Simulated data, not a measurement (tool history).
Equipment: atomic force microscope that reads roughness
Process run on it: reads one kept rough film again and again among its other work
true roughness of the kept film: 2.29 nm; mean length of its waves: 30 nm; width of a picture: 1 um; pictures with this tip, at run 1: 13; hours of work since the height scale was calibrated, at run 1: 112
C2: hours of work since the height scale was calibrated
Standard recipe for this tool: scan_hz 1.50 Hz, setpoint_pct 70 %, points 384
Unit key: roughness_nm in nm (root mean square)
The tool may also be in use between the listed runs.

run 1 hour=0.0 | scan_hz=1.50 setpoint_pct=70 points=384 | pictures_with_this_tip=13 C2=112 | roughness_nm=1.985
run 2 hour=15.8 | scan_hz=1.50 setpoint_pct=70 points=384 | pictures_with_this_tip=28 C2=119 | roughness_nm=1.970
run 3 hour=32.4 | scan_hz=1.50 setpoint_pct=70 points=384 | pictures_with_this_tip=44 C2=126 | roughness_nm=1.942
run 4 hour=47.8 | scan_hz=1.50 setpoint_pct=70 points=270 | pictures_with_this_tip=60 C2=132 | roughness_nm=1.918
run 5 hour=58.3 | scan_hz=1.50 setpoint_pct=70 points=270 | pictures_with_this_tip=70 C2=136 | roughness_nm=1.911
run 6 hour=79.0 | scan_hz=1.50 setpoint_pct=70 points=270 | pictures_with_this_tip=90 C2=145 | roughness_nm=1.868
run 7 hour=89.9 | scan_hz=1.50 setpoint_pct=70 points=270 | pictures_with_this_tip=101 C2=149 | roughness_nm=1.867
run 8 hour=108.7 | scan_hz=1.50 setpoint_pct=70 points=270 | pictures_with_this_tip=119 C2=157 | roughness_nm=1.839
run 9 hour=125.3 | scan_hz=1.24 setpoint_pct=70 points=384 | pictures_with_this_tip=136 C2=164 | roughness_nm=1.834
run 10 hour=138.5 | scan_hz=1.24 setpoint_pct=70 points=384 | pictures_with_this_tip=149 C2=169 | roughness_nm=1.848
run 11 hour=158.9 | scan_hz=1.50 setpoint_pct=70 points=384 | pictures_with_this_tip=169 C2=177 | roughness_nm=1.782
run 12 hour=175.1 | scan_hz=1.50 setpoint_pct=70 points=384 | pictures_with_this_tip=185 C2=184 | roughness_nm=1.783
-- hour=177.0 height scale calibrated on a step standard
-- hour=189.8 new tip fitted
run 13 hour=191.9 | scan_hz=2.06 setpoint_pct=71 points=521 | pictures_with_this_tip=2 C2=6 | roughness_nm=1.951
run 14 hour=202.0 | scan_hz=2.06 setpoint_pct=71 points=521 | pictures_with_this_tip=12 C2=10 | roughness_nm=1.952
run 15 hour=220.5 | scan_hz=2.06 setpoint_pct=71 points=521 | pictures_with_this_tip=30 C2=18 | roughness_nm=1.917
run 16 hour=241.4 | scan_hz=3.80 setpoint_pct=89 points=384 | pictures_with_this_tip=50 C2=26 | roughness_nm=1.472
run 17 hour=253.7 | scan_hz=0.85 setpoint_pct=89 points=531 | pictures_with_this_tip=62 C2=31 | roughness_nm=1.881
-- hour=255.6 height scale calibrated on a step standard, once more
run 18 hour=266.6 | scan_hz=0.92 setpoint_pct=67 points=599 | pictures_with_this_tip=74 C2=4 | roughness_nm=1.978
run 19 hour=277.8 | scan_hz=2.98 setpoint_pct=69 points=307 | pictures_with_this_tip=85 C2=9 | roughness_nm=1.794
run 20 hour=288.3 | scan_hz=1.67 setpoint_pct=69 points=841 | pictures_with_this_tip=95 C2=13 | roughness_nm=1.899
run 21 hour=309.2 | scan_hz=1.67 setpoint_pct=71 points=937 | pictures_with_this_tip=116 C2=22 | roughness_nm=1.851
run 22 hour=322.6 | scan_hz=1.67 setpoint_pct=71 points=937 | pictures_with_this_tip=129 C2=27 | roughness_nm=1.833
run 23 hour=332.1 | scan_hz=3.47 setpoint_pct=67 points=384 | pictures_with_this_tip=138 C2=31 | roughness_nm=1.733

Alternative continuations, all from the tool just after run 23; predict every row:
run A hour=346.5 | scan_hz=2.84 setpoint_pct=70 points=384 | pictures_with_this_tip=152 C2=37 | roughness_nm=?
run B hour=346.5 | scan_hz=1.28 setpoint_pct=59 points=367 | pictures_with_this_tip=152 C2=37 | roughness_nm=?
run C hour=346.5 | scan_hz=1.50 setpoint_pct=71 points=801 | pictures_with_this_tip=152 C2=37 | roughness_nm=?
run D hour=346.5 | scan_hz=1.50 setpoint_pct=56 points=845 | pictures_with_this_tip=152 C2=37 | roughness_nm=?
run E hour=346.5 | scan_hz=1.50 setpoint_pct=70 points=550 | pictures_with_this_tip=152 C2=37 | roughness_nm=?

run=A roughness_nm=1.724
run=B roughness_nm=1.872
run=C roughness_nm=1.834
run=D roughness_nm=1.888
run=E roughness_nm=1.824
Without the tool's unlogged condition, the same runs would have read:
run=A roughness_nm=1.901
run=B roughness_nm=2.065
run=C roughness_nm=2.022
run=D roughness_nm=2.082
run=E roughness_nm=2.011
